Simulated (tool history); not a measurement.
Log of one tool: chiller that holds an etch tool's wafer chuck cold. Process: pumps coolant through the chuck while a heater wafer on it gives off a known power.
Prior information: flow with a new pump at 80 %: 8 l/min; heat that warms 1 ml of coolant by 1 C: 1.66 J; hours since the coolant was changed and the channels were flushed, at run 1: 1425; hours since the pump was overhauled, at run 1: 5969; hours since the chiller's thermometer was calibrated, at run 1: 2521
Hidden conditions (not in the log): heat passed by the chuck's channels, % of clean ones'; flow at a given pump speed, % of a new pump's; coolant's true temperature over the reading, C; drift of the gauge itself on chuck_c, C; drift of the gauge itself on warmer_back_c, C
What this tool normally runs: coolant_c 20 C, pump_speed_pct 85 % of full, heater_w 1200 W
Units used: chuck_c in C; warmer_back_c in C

run	hour	coolant_c	pump_speed_pct	heater_w	hours since the coolant was changed and the channels were flushed	hours since the pump was overhauled	hours since the chiller's thermometer was calibrated	chuck_c	warmer_back_c
1	0.0	20	85	1200	1425	5969	2521	33.6	5.79
2	199.8	20	85	1200	1625	6169	2721	34.2	5.82
3	353.4	20	85	1200	1779	6323	2875	34.0	5.85
4	552.8	20	85	694	1978	6522	3074	28.6	3.41
5	756.0	20	85	694	2181	6725	3277	28.8	3.43
6	838.1	20	85	1200	2263	6807	3359	34.8	5.91
# hour 872.9: coolant pump overhauled
# hour 873.9: chiller's thermometer calibrated
7	1036.6	20	85	1200	2456	163	163	32.7	5.12
8	1184.9	20	85	1200	2604	311	311	32.7	5.09
9	1380.6	12	73	1200	2800	507	507	26.6	6.09
10	1565.0	22	82	1017	2984	691	691	33.4	4.54
11	1708.2	10	75	1311	3128	834	834	26.0	6.50
12	1806.8	13	85	729	3226	933	933	21.2	3.17
13	1974.6	13	85	729	3394	1101	1101	21.3	3.21
14	2157.5	13	85	729	3577	1284	1284	21.5	3.22

What if the next run were any one of these 3? Each begins from the tool's condition after run 14:
# hour 2302.9: coolant changed, channels flushed
A	2332.5	16	85	784	30	1453	1453	?	?
# hour 2302.9: coolant changed, channels flushed
B	2332.5	14	99	729	30	1453	1453	?	?
# hour 2302.9: coolant changed, channels flushed
C	2332.5	20	85	1040	30	1453	1453	?	?

run	chuck_c	warmer_back_c
A	23.8	3.46
B	20.4	2.70
C	30.2	4.54
What these runs would have given with no unlogged condition in the tool:
run	chuck_c	warmer_back_c
A	23.3	3.33
B	19.9	2.60
C	29.6	4.37

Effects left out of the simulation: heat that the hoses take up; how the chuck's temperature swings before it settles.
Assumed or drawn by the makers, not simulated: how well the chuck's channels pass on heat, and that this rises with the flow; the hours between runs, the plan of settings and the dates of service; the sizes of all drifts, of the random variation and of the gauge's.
